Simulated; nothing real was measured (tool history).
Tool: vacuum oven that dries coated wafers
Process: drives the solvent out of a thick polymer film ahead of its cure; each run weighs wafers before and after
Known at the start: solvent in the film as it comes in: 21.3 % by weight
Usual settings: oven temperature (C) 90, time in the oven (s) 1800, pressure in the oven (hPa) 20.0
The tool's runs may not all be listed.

run 1 day=0.000 | oven_temperature_(C)=90 time_in_the_oven_(s)=1800 pressure_in_the_oven_(hPa)=20.0 | solvent_left_in_the_film_(%)=3.67
run 2 day=0.975 | oven_temperature_(C)=90 time_in_the_oven_(s)=1800 pressure_in_the_oven_(hPa)=20.0 | solvent_left_in_the_film_(%)=3.66
run 3 day=1.650 | oven_temperature_(C)=90 time_in_the_oven_(s)=1800 pressure_in_the_oven_(hPa)=43.4 | solvent_left_in_the_film_(%)=5.57
run 4 day=2.621 | oven_temperature_(C)=90 time_in_the_oven_(s)=1800 pressure_in_the_oven_(hPa)=20.0 | solvent_left_in_the_film_(%)=3.67
run 5 day=3.775 | oven_temperature_(C)=90 time_in_the_oven_(s)=1800 pressure_in_the_oven_(hPa)=20.0 | solvent_left_in_the_film_(%)=3.67
run 6 day=4.342 | oven_temperature_(C)=90 time_in_the_oven_(s)=1800 pressure_in_the_oven_(hPa)=20.0 | solvent_left_in_the_film_(%)=3.65
run 7 day=5.354 | oven_temperature_(C)=90 time_in_the_oven_(s)=1440 pressure_in_the_oven_(hPa)=20.0 | solvent_left_in_the_film_(%)=4.65
run 8 day=6.317 | oven_temperature_(C)=90 time_in_the_oven_(s)=2040 pressure_in_the_oven_(hPa)=20.0 | solvent_left_in_the_film_(%)=3.19
run 9 day=6.938 | oven_temperature_(C)=100 time_in_the_oven_(s)=2220 pressure_in_the_oven_(hPa)=20.3 | solvent_left_in_the_film_(%)=1.55
run 10 day=7.888 | oven_temperature_(C)=86 time_in_the_oven_(s)=1140 pressure_in_the_oven_(hPa)=12.9 | solvent_left_in_the_film_(%)=6.57
run 11 day=8.450 | oven_temperature_(C)=102 time_in_the_oven_(s)=2580 pressure_in_the_oven_(hPa)=12.9 | solvent_left_in_the_film_(%)=0.83
run 12 day=9.254 | oven_temperature_(C)=102 time_in_the_oven_(s)=2580 pressure_in_the_oven_(hPa)=12.9 | solvent_left_in_the_film_(%)=0.83
run 13 day=10.175 | oven_temperature_(C)=81 time_in_the_oven_(s)=3120 pressure_in_the_oven_(hPa)=20.0 | solvent_left_in_the_film_(%)=3.85
run 14 day=10.708 | oven_temperature_(C)=90 time_in_the_oven_(s)=1620 pressure_in_the_oven_(hPa)=15.8 | solvent_left_in_the_film_(%)=3.78
run 15 day=11.392 | oven_temperature_(C)=90 time_in_the_oven_(s)=1620 pressure_in_the_oven_(hPa)=15.8 | solvent_left_in_the_film_(%)=3.78
run 16 day=12.062 | oven_temperature_(C)=79 time_in_the_oven_(s)=2940 pressure_in_the_oven_(hPa)=15.8 | solvent_left_in_the_film_(%)=4.04

Forecast each of these 4 alternatives for the next run:
run A day=13.046 | oven_temperature_(C)=85 time_in_the_oven_(s)=1140 pressure_in_the_oven_(hPa)=15.8 | solvent_left_in_the_film_(%)=?
run B day=13.046 | oven_temperature_(C)=90 time_in_the_oven_(s)=1800 pressure_in_the_oven_(hPa)=34.0 | solvent_left_in_the_film_(%)=?
run C day=13.046 | oven_temperature_(C)=99 time_in_the_oven_(s)=1800 pressure_in_the_oven_(hPa)=18.6 | solvent_left_in_the_film_(%)=?
run D day=13.046 | oven_temperature_(C)=79 time_in_the_oven_(s)=2940 pressure_in_the_oven_(hPa)=12.5 | solvent_left_in_the_film_(%)=?

run=A solvent_left_in_the_film_(%)=7.13
run=B solvent_left_in_the_film_(%)=4.79
run=C solvent_left_in_the_film_(%)=1.89
run=D solvent_left_in_the_film_(%)=3.65
Without the tool's hidden state the same runs would have given:
run=A solvent_left_in_the_film_(%)=7.13
run=B solvent_left_in_the_film_(%)=4.78
run=C solvent_left_in_the_film_(%)=1.89
run=D solvent_left_in_the_film_(%)=3.64
